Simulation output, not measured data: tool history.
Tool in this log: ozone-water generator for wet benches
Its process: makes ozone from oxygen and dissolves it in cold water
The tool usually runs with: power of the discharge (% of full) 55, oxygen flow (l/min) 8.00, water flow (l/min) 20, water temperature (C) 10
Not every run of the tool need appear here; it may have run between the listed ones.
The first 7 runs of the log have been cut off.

run    hour  power of the discharge (% of full)  oxygen flow (l/min)  water flow (l/min)  water temperature (C)  hours of work since the electrodes were changed  hours of work since the contactor was cleaned  hours of work since the thermometer was calibrated  dissolved ozone (ppm)  ozone in the gas ahead of the water (g/m3)
  8   637.7                                  55                 8.00                  20                     10                                             1233                                           1337                                                 815                   26.3                                       169.1
  9   756.8                                  55                 8.00                  20                     10                                             1308                                           1412                                                 890                   26.3                                       167.2
 10   816.4                                  55                 8.00                  19                     10                                             1345                                           1449                                                 927                   27.1                                       166.6
 11   866.6                                  55                 8.00                  19                     10                                             1377                                           1481                                                 959                   27.5                                       167.5
 12   916.6                                  55                 8.00                  19                     10                                             1408                                           1512                                                 990                   27.3                                       167.6
 13  1039.0                                  55                 8.00                  20                     10                                             1485                                           1589                                                1067                   26.3                                       168.4
 14  1092.1                                  55                 8.00                  20                     10                                             1518                                           1623                                                1100                   26.5                                       167.8
     1157.9  -- contactor cleaned
 15  1206.1                                  61                 8.00                  20                     10                                             1587                                             30                                                1169                   27.5                                       176.8
 16  1280.2                                  55                 7.05                  20                     10                                             1634                                             77                                                1216                   26.1                                       182.6
 17  1400.0                                  55                 7.05                  20                      8                                             1709                                            152                                                1291                   27.3                                       181.0
 18  1467.7                                  55                 7.05                  20                      8                                             1752                                            195                                                1334                   27.3                                       180.3
 19  1553.0                                  55                 7.05                  20                      8                                             1805                                            248                                                1387                   27.1                                       182.7
 20  1617.2                                  43                 6.92                  20                      5                                             1846                                            288                                                1428                   24.8                                       161.9
 21  1671.7                                  80                 6.73                  22                      5                                             1880                                            323                                                1462                   32.1                                       224.1
 22  1772.8                                  86                10.50                  20                     10                                             1943                                            386                                                1525                   32.3                                       184.7
 23  1841.0                                  86                10.50                  20                     10                                             1986                                            429                                                1568                   32.4                                       182.7
 24  1894.8                                  86                10.50                  16                     10                                             2020                                            463                                                1602                   37.3                                       185.0
 25  2002.9                                  56                 8.42                  31                     14                                             2088                                            531                                                1670                   18.1                                       164.8
 26  2115.6                                  56                 8.42                  31                     14                                             2159                                            602                                                1741                   18.1                                       167.3
 27  2234.3                                  52                 6.52                  31                     14                                             2233                                            676                                                1815                   17.2                                       183.7
 28  2308.3                                  52                11.84                  29                      7                                             2280                                            723                                                1862                   20.5                                       134.0
 29  2379.9                                  55                 4.60                  16                     10                                             2325                                            768                                                1907                   30.7                                       228.6
 30  2439.5                                  55                 4.60                  16                     10                                             2362                                            805                                                1944                   30.7                                       228.2
 31  2542.6                                  81                 7.61                  30                     16                                             2427                                            870                                                2009                   21.7                                       211.4

Each row is a separate what-if for the run after 31, all from the same tool condition, not one after another. Results?
  A  2648.2                                  59                 7.11                  30                     16                                             2493                                            936                                                2075                      ?                                           ?
  B  2648.2                                  81                 7.61                  25                     16                                             2493                                            936                                                2075                      ?                                           ?
  C  2648.2                                  55                11.27                  20                      7                                             2493                                            936                                                2075                      ?                                           ?
  D  2648.2                                  81                 7.61                  30                     10                                             2493                                            936                                                2075                      ?                                           ?
  E  2648.2                                  81                 7.61                  18                     16                                             2493                                            936                                                2075                      ?                                           ?

run  dissolved ozone (ppm)  ozone in the gas ahead of the water (g/m3)
  A                   18.3                                       189.9
  B                   25.0                                       213.3
  C                   27.1                                       142.2
  D                   23.5                                       214.2
  E                   30.8                                       213.2
Without the tool's unlogged condition, the same runs would have read:
run  dissolved ozone (ppm)  ozone in the gas ahead of the water (g/m3)
  A                   18.3                                       185.9
  B                   25.0                                       208.8
  C                   27.1                                       139.2
  D                   23.5                                       209.7
  E                   30.9                                       208.7

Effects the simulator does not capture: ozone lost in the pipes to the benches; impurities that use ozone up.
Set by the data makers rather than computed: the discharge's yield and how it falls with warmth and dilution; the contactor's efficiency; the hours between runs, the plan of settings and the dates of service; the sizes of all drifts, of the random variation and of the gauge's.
